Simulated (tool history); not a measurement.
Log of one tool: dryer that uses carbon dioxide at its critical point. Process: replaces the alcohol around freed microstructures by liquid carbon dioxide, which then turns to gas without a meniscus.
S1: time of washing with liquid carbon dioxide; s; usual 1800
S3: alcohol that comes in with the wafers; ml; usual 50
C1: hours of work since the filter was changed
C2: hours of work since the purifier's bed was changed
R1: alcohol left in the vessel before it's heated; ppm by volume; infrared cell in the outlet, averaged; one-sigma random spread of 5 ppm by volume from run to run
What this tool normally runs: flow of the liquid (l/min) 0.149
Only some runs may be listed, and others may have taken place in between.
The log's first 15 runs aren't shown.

Run 16, hour 90.4: usual settings but flow of the liquid (l/min) 0.180; C1 107; C2 239. Result: R1 93 ppm by volume.
Run 17, hour 97.8: usual settings but flow of the liquid (l/min) 0.180; C1 112; C2 244. Result: R1 99 ppm by volume.
Run 18, hour 103.9: usual settings but flow of the liquid (l/min) 0.180; C1 116; C2 248. Result: R1 93 ppm by volume.
Run 19, hour 112.6: usual settings but flow of the liquid (l/min) 0.180; C1 122; C2 254. Result: R1 97 ppm by volume.
Run 20, hour 119.1: usual settings but flow of the liquid (l/min) 0.180; C1 127; C2 259. Result: R1 101 ppm by volume.
Run 21, hour 123.2: usual settings but S1 1620 s; C1 130; C2 262. Result: R1 207 ppm by volume.
Run 22, hour 129.9: usual settings but flow of the liquid (l/min) 0.181; C1 135; C2 266. Result: R1 98 ppm by volume.
Run 23, hour 135.3: usual settings but flow of the liquid (l/min) 0.181; C1 138; C2 270. Result: R1 108 ppm by volume.
Run 24, hour 144.6: usual settings; C1 145; C2 277. Result: R1 158 ppm by volume.
Run 25, hour 148.7: usual settings but S1 1560 s, S3 45 ml; C1 148; C2 280. Result: R1 242 ppm by volume.
Run 26, hour 155.6: usual settings but S1 1740 s, S3 39 ml; C1 153; C2 284. Result: R1 159 ppm by volume.
Run 27, hour 161.7: usual settings but S1 2100 s; C1 157; C2 289. Result: R1 121 ppm by volume.
Run 28, hour 167.0: usual settings but S1 2100 s; C1 161; C2 292. Result: R1 105 ppm by volume.
Run 29, hour 175.9: usual settings but S1 2460 s, flow of the liquid (l/min) 0.122; C1 167; C2 299. Result: R1 124 ppm by volume.
Run 30, hour 180.0: usual settings but flow of the liquid (l/min) 0.108; C1 170; C2 302. Result: R1 603 ppm by volume.
Run 31, hour 185.8: usual settings but S3 51 ml; C1 174; C2 306. Result: R1 178 ppm by volume.
Run 32, hour 191.6: usual settings but S1 1200 s, flow of the liquid (l/min) 0.104, S3 80 ml; C1 178; C2 310. Result: R1 5700 ppm by volume.
Run 33, hour 196.6: usual settings but S1 1140 s, S3 21 ml; C1 182; C2 313. Result: R1 536 ppm by volume.

Predict the results of run 34:
Run 34, hour 204.4: usual settings but flow of the liquid (l/min) 0.126, S3 59 ml; C1 187; C2 319. Result: R1 ?.

{"run 34": {"R1": 371}}
Were there no unlogged condition in the tool, this run, its random variation unchanged, would have produced R1 130 ppm by volume.

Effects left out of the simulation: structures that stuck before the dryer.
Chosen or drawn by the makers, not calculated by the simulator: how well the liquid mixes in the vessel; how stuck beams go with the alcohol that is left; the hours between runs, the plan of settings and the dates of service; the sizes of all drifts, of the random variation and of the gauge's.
